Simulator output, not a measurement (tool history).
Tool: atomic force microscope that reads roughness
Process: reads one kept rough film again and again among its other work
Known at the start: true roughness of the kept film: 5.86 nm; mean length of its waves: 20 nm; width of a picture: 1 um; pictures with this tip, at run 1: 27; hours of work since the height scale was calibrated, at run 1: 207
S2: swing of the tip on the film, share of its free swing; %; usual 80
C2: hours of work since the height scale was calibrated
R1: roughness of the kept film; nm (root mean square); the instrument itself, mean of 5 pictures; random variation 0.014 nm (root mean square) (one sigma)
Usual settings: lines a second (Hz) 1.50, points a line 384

Run 1, hour 0.0: usual settings; pictures with this tip 27; C2 207. Result: R1 3.329 nm (root mean square).
Run 2, hour 8.7: usual settings; pictures with this tip 35; C2 212. Result: R1 3.328 nm (root mean square).
Run 3, hour 15.5: usual settings; pictures with this tip 42; C2 216. Result: R1 3.345 nm (root mean square).
Run 4, hour 21.1: usual settings; pictures with this tip 47; C2 219. Result: R1 3.341 nm (root mean square).
Run 5, hour 26.0: usual settings; pictures with this tip 52; C2 221. Result: R1 3.342 nm (root mean square).
Run 6, hour 30.3: usual settings; pictures with this tip 56; C2 223. Result: R1 3.327 nm (root mean square).
Run 7, hour 39.8: usual settings; pictures with this tip 65; C2 228. Result: R1 3.356 nm (root mean square).
Run 8, hour 48.8: usual settings; pictures with this tip 74; C2 233. Result: R1 3.355 nm (root mean square).
Run 9, hour 57.0: usual settings; pictures with this tip 82; C2 238. Result: R1 3.331 nm (root mean square).
Run 10, hour 65.1: usual settings but lines a second (Hz) 1.26; pictures with this tip 90; C2 242. Result: R1 3.368 nm (root mean square).
Run 11, hour 71.6: usual settings but lines a second (Hz) 0.95, S2 56 %, points a line 366; pictures with this tip 96; C2 245. Result: R1 3.566 nm (root mean square).
Run 12, hour 75.9: usual settings but lines a second (Hz) 0.69, S2 81 %, points a line 558; pictures with this tip 100; C2 248. Result: R1 3.532 nm (root mean square).
Run 13, hour 80.8: usual settings but S2 60 %, points a line 321; pictures with this tip 105; C2 250. Result: R1 3.512 nm (root mean square).
Run 14, hour 86.4: usual settings but lines a second (Hz) 2.76, S2 75 %, points a line 854; pictures with this tip 110; C2 253. Result: R1 3.262 nm (root mean square).
Run 15, hour 93.4: usual settings but lines a second (Hz) 0.88, S2 70 %, points a line 381; pictures with this tip 117; C2 257. Result: R1 3.515 nm (root mean square).
Run 16, hour 97.9: usual settings but lines a second (Hz) 0.74; pictures with this tip 121; C2 259. Result: R1 3.453 nm (root mean square).
Run 17, hour 102.3: usual settings but lines a second (Hz) 0.74; pictures with this tip 126; C2 262. Result: R1 3.473 nm (root mean square).
Run 18, hour 110.9: usual settings but lines a second (Hz) 0.74; pictures with this tip 134; C2 266. Result: R1 3.484 nm (root mean square).
At hour 115.4: new tip fitted.
Run 19, hour 115.4: usual settings but lines a second (Hz) 0.74; pictures with this tip 0; C2 268. Result: R1 3.497 nm (root mean square).

Forecast each of these 5 alternatives for the next run:
Run A, hour 123.9: usual settings but lines a second (Hz) 0.74, S2 85 %, points a line 356; pictures with this tip 8; C2 273. Result: R1 ?.
Run B, hour 123.9: usual settings but lines a second (Hz) 1.13; pictures with this tip 8; C2 273. Result: R1 ?.
Run C, hour 123.9: usual settings but lines a second (Hz) 2.92, S2 76 %; pictures with this tip 8; C2 273. Result: R1 ?.
Run D, hour 123.9: usual settings but lines a second (Hz) 1.95; pictures with this tip 8; C2 273. Result: R1 ?.
Run E, hour 123.9: usual settings but lines a second (Hz) 1.03; pictures with this tip 8; C2 273. Result: R1 ?.

run     R1
  A  3.448
  B  3.394
  C  3.179
  D  3.245
  E  3.419
Without the tool's hidden state the same runs would have given:
run     R1
  A  3.450
  B  3.396
  C  3.181
  D  3.247
  E  3.421
